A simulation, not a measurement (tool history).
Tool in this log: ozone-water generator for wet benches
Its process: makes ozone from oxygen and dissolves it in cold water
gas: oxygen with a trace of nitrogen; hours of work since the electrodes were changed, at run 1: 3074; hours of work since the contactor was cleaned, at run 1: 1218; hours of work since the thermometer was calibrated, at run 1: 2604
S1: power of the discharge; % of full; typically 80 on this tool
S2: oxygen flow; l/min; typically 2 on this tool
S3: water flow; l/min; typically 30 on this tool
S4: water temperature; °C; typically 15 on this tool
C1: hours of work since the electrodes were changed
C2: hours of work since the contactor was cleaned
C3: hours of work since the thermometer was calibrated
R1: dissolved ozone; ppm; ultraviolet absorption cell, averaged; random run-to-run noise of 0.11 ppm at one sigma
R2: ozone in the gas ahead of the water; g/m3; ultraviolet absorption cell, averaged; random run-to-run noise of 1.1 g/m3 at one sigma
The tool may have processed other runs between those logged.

run,hour,S1,S2,S3,S4,C1,C2,C3,R1,R2
1,0,80,2,30,15,3074,1218,2604,9.2,201.7
2,55.2,80,2,30,15,3117,1261,2647,8.9,198.4
# hour 107.2: water thermometer calibrated
3,116.3,80,2,30,15,3164,1308,7,9.3,201
4,204.4,80,2,30,15,3232,1376,75,9.1,200.8
5,275.4,80,2,30,15,3287,1431,130,9.3,198.6
6,330.9,80,2,30,15,3330,1474,173,9.3,202.3
7,413.5,80,2.72,30,15,3394,1538,237,10.5,181.5
8,484.4,80,2,30,15,3449,1593,292,9.1,200.5
9,581.3,80,2,30,15,3524,1668,368,9.5,201.4
10,664.9,80,2,30,15,3589,1733,432,8.9,202.1
11,753.3,80,2,30,15,3657,1802,501,9.1,201.4
12,802.6,80,2,30,15,3696,1840,539,9.3,201
13,851.7,80,2,29,15,3734,1878,577,9.4,200.3
14,894.7,80,2,30,8,3767,1911,610,9.5,199.8
15,940.2,80,2,30,15,3802,1947,646,9.2,201.2
16,1005,80,2,30,15,3852,1997,696,9.2,202.6
17,1049.5,80,1.55,30,15,3887,2031,730,7.9,218.4
18,1093.7,80,2.14,23,18,3921,2065,765,12.3,195
19,1177,85,2.37,47,18,3986,2130,829,6.1,197.9
20,1253.2,78,2.37,18,18,4045,2189,888,15.9,187.1

Run 21 has not been measured yet. What should we expect?
21,1321.3,40,1.46,37,8,4098,2242,941,?,?

For run 21 the tool returned R1 3.7 ppm, R2 133.5 g/m3.
On a tool with no hidden condition, and with the same random variation, this run would have come out at R1 3.7 ppm, R2 133.6 g/m3.

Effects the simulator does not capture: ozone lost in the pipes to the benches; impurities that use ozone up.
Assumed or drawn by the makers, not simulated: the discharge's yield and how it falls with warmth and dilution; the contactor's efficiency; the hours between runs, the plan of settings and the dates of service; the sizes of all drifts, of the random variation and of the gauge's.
